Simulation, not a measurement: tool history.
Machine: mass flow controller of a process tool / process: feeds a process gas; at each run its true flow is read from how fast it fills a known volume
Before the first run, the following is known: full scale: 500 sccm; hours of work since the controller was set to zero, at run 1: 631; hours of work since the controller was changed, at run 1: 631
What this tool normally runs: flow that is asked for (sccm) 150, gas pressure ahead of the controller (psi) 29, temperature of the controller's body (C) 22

run	hour	flow that is asked for (sccm)	gas pressure ahead of the controller (psi)	temperature of the controller's body (C)	hours of work since the controller was set to zero	hours of work since the controller was changed	true flow (%)
1	0	150	29	22	631	631	97.93
2	104.8	150	29	22	691	691	97.79
3	195.9	150	29	22	743	743	97.87
4	251.6	150	29	22	775	775	97.66
5	311.4	150	29	22	809	809	97.68
6	406.7	150	29	22	864	864	97.55
7	506.4	150	29	22	921	921	97.47
8	557.9	68	29	22	950	950	97.05
9	625	150	29	22	989	989	97.54
10	725.7	150	29	32	1046	1046	96.23
11	796	150	29	32	1087	1087	96.45
12	852.8	150	29	32	1119	1119	96.4
13	935.6	150	29	32	1166	1166	96.2
14	985	150	29	22	1195	1195	97.27
15	1032.6	150	29	22	1222	1222	97.3
16	1088.3	150	29	22	1254	1254	97.21
17	1195.8	150	29	22	1315	1315	97.14
18	1267.5	150	29	22	1356	1356	97.04
19	1348.8	150	29	22	1403	1403	96.89
20	1409.8	150	27.6	22	1438	1438	96.89
21	1460.8	150	27.6	22	1467	1467	96.83
22	1513.1	150	29	22	1497	1497	96.83
23	1563.5	150	29	22	1526	1526	96.89
24	1638.4	150	29	22	1569	1569	96.75
25	1703	56	27.1	22	1606	1606	95.99
26	1754.9	56	27.1	22	1635	1635	95.98
27	1804.8	116	20.6	22	1664	1664	96.29
28	1904.4	387	32.6	37	1721	1721	96.77
29	1996.9	346	20.9	27	1774	1774	97.08
30	2072.9	150	20.6	37	1817	1817	94.59
31	2164.6	175	29	22	1870	1870	96.57
32	2247.8	447	22.9	22	1917	1917	98.13
33	2355	60	28.3	26	1979	1979	95.21
34	2425.9	317	28.3	36	2019	2019	95.82
35	2529.4	411	21.2	23	2078	2078	97.59
36	2576.5	456	28.4	38	2105	2105	96.29
37	2640	100	24.9	24	2142	2142	95.41
38	2699.7	305	29	37	2176	2176	95.37
39	2764.4	317	25.2	37	2213	2213	95.43
# hour 2796: gauge calibrated
40	2830.6	317	25.2	37	2251	2251	97.27
41	2924	317	25.2	37	2304	2304	97.28
42	2975.6	367	22.8	34	2334	2334	97.89
43	3064.4	367	36.7	34	2385	2385	98.14
44	3141.2	488	20.6	38	2429	2429	98.04
45	3243.1	105	26.7	38	2487	2487	95.43
46	3318	228	29	22	2530	2530	98.07
47	3378	228	29	22	2564	2564	98

The logged runs with the hidden state left out (each run's random variation unchanged):
The hidden state here: flow at rest that the sensor doesn't see, % of full scale; true flow over the shown one, %; drift of the gauge itself on true_pct, %.
run	true flow (%)
1	97.93
2	97.87
3	98.02
4	97.84
5	97.9
6	97.84
7	97.83
8	97.45
9	98
10	96.76
11	97.02
12	97.01
13	96.87
14	97.99
15	98.05
16	98
17	98.01
18	97.96
19	97.87
20	97.92
21	97.9
22	97.94
23	98.03
24	97.95
25	97.21
26	97.24
27	97.6
28	98.17
29	98.55
30	96.08
31	98.16
32	99.82
33	96.9
34	97.6
35	99.48
36	98.19
37	97.32
38	97.34
39	97.45
40	97.3
41	97.37
42	98.03
43	98.33
44	98.3
45	95.74
46	98.45
47	98.43
